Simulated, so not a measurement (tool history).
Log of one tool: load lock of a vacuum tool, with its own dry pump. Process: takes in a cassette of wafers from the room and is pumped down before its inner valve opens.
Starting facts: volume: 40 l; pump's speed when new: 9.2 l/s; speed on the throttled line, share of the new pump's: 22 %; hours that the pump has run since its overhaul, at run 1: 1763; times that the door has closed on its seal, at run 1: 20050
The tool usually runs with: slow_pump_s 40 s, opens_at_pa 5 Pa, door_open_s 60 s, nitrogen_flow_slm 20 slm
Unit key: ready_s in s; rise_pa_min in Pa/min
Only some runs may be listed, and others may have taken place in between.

run	hour	slow_pump_s	opens_at_pa	door_open_s	nitrogen_flow_slm	hours that the pump has run since its overhaul	times that the door has closed on its seal	incoming humidity of the room's air, %	ready_s	rise_pa_min
1	0.0	40	5	60	20	1763	20050	43.6	74.5	0.168
2	76.7	40	5	60	20	1840	20245	41.9	74.4	0.171
3	159.0	40	5	30	20	1922	20455	45.6	75.7	0.161
4	238.2	40	5	30	20	2001	20657	46.7	74.9	0.167
5	299.0	40	5	30	20	2062	20812	43.6	74.2	0.167
6	354.3	27	5	60	20	2117	20953	44.4	65.3	0.183
7	395.1	27	5	60	20	2158	21057	45.8	64.6	0.179
8	454.6	40	5	60	20	2217	21209	45.5	74.3	0.181
9	527.8	40	5	60	20	2291	21395	42.6	73.3	0.185
10	616.2	40	5	60	20	2379	21621	43.9	75.7	0.183
11	685.7	40	5	60	20	2449	21798	44.4	75.1	0.189
12	753.5	40	5	60	20	2516	21971	45.3	74.7	0.188
13	813.0	40	5	60	20	2576	22122	44.3	74.6	0.189
14	851.0	40	5	60	20	2614	22219	46.8	74.5	0.193
15	918.0	40	5	60	20	2681	22390	42.9	75.7	0.193
16	969.6	40	5	60	20	2732	22522	48.9	75.0	0.194
17	1050.8	40	5	60	20	2814	22729	43.6	76.1	0.199
18	1139.1	40	5	60	20	2902	22954	45.7	75.3	0.197
19	1175.5	40	5	60	20	2938	23047	43.9	74.8	0.197
20	1234.8	40	5	60	20	2998	23198	48.5	75.3	0.205
21	1289.5	40	4	99	20	3052	23338	42.6	76.7	0.214
# hour 1351.6: door's seal changed, seat wiped
22	1362.8	38	5	60	17	3124	29	47.9	73.6	0.030
23	1419.1	47	9	43	30	3180	172	43.9	77.5	0.023
24	1472.7	25	4	60	20	3234	309	41.3	64.3	0.026
25	1533.3	25	4	60	5	3295	463	41.8	64.8	0.043
26	1605.9	31	4	60	5	3367	648	47.1	69.6	0.043
27	1681.7	31	4	60	5	3443	842	42.4	68.6	0.039
28	1739.7	73	4	115	13	3501	990	48.0	101.0	0.059
29	1795.9	73	7	105	13	3557	1133	44.4	99.4	0.048
30	1884.4	73	7	105	13	3646	1359	45.3	99.0	0.047
31	1931.2	37	8	181	32	3693	1478	45.2	71.0	0.046
32	1992.8	52	8	60	4	3754	1635	47.9	83.2	0.053
33	2052.4	52	7	101	4	3814	1787	43.0	82.5	0.065
34	2121.5	52	7	101	4	3883	1963	46.9	82.4	0.065
35	2185.1	40	5	60	30	3946	2125	42.4	75.4	0.028
36	2251.9	48	5	60	34	4013	2296	43.0	82.7	0.025
37	2329.8	38	7	60	18	4091	2494	44.5	72.3	0.033

Take each entry between the runs: how does the hidden state at the last listed run before it differ from the hidden state at the first listed run after it?
Between runs 21 and 22: door's seal changed, seat wiped (hour 1351.6)
  leak at the door's seal, Pa l/s: 0.1196 -> 0.0026
  measured minus no-state result, rise_pa_min: +0.177 -> +0.001 Pa/min
